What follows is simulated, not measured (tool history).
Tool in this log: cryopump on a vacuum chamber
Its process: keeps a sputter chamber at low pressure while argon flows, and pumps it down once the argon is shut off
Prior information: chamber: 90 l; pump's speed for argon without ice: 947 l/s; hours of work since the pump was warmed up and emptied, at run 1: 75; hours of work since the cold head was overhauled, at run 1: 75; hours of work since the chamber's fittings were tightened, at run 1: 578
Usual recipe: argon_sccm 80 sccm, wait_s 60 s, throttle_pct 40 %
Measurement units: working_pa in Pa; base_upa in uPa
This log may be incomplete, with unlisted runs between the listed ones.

run,hour,argon_sccm,wait_s,throttle_pct,hours of work since the pump was warmed up and emptied,hours of work since the cold head was overhauled,hours of work since the chamber's fittings were tightened,working_pa,base_upa
1,0,80,60,40,75,75,578,0.3631,1.39
2,22.2,80,60,40,86,86,589,0.3614,1.36
3,44.8,80,60,40,97,97,599,0.3629,1.39
4,68.2,80,60,43,108,108,611,0.337,1.36
5,89.3,80,60,43,118,118,621,0.3359,1.34
6,112.7,80,60,43,129,129,632,0.3374,1.38
7,130.2,80,60,43,137,137,640,0.3369,1.41
8,145.5,51,60,40,145,145,648,0.2328,1.41
9,158.3,51,60,40,151,151,654,0.23,1.43
10,173.9,80,60,23,158,158,661,0.6287,1.39
11,185.1,80,60,23,164,164,666,0.6216,1.37
12,198.8,80,60,23,170,170,673,0.6258,1.41
13,220.3,80,60,23,180,180,683,0.6251,1.43
14,236.1,80,60,23,188,188,691,0.6263,1.39
15,251.6,80,60,40,195,195,698,0.368,1.4
16,268,80,96,40,203,203,706,0.3614,1.09
17,283.9,80,96,40,211,211,714,0.365,1.09
18,307.4,48,41,40,222,222,725,0.2195,1.88
19,329.8,48,41,40,233,233,735,0.218,1.88
20,351.6,48,41,40,243,243,746,0.218,1.77
21,370,53,60,40,252,252,755,0.2408,1.45
22,384,116,285,47,258,258,761,0.4527,0.67
23,400.7,80,76,30,266,266,769,0.4838,1.21
24,421.1,80,260,40,276,276,779,0.3644,0.74
25,445.4,80,260,40,288,288,791,0.3668,0.72
26,462.8,80,54,58,296,296,799,0.255,1.5
27,485.8,80,54,58,307,307,810,0.2578,1.59
28,499.6,80,55,28,314,314,816,0.5207,1.53
29,516.1,80,56,40,321,321,824,0.3672,1.51
30,538.3,80,207,26,332,332,835,0.5603,0.78
31,562.4,80,207,26,343,343,846,0.5622,0.8
32,582.7,51,60,23,353,353,856,0.403,1.46
33,602.5,80,114,36,363,363,865,0.4079,1.04
34,622.5,80,114,36,372,372,875,0.4072,1.05

Here are 4 independent what-if runs from the current tool condition. What would each one return?
A,634.3,72,171,21,378,378,881,?,?
B,634.3,50,233,29,378,378,881,?,?
C,634.3,46,132,15,378,378,881,?,?
D,634.3,95,73,44,378,378,881,?,?

run,working_pa,base_upa
A,0.6218,0.87
B,0.3192,0.76
C,0.5518,0.94
D,0.3986,1.25
Take away the tool's hidden state, keep each run's random variation, and the runs would have read:
run,working_pa,base_upa
A,0.6107,0.64
B,0.3114,0.54
C,0.5448,0.71
D,0.3841,1.02

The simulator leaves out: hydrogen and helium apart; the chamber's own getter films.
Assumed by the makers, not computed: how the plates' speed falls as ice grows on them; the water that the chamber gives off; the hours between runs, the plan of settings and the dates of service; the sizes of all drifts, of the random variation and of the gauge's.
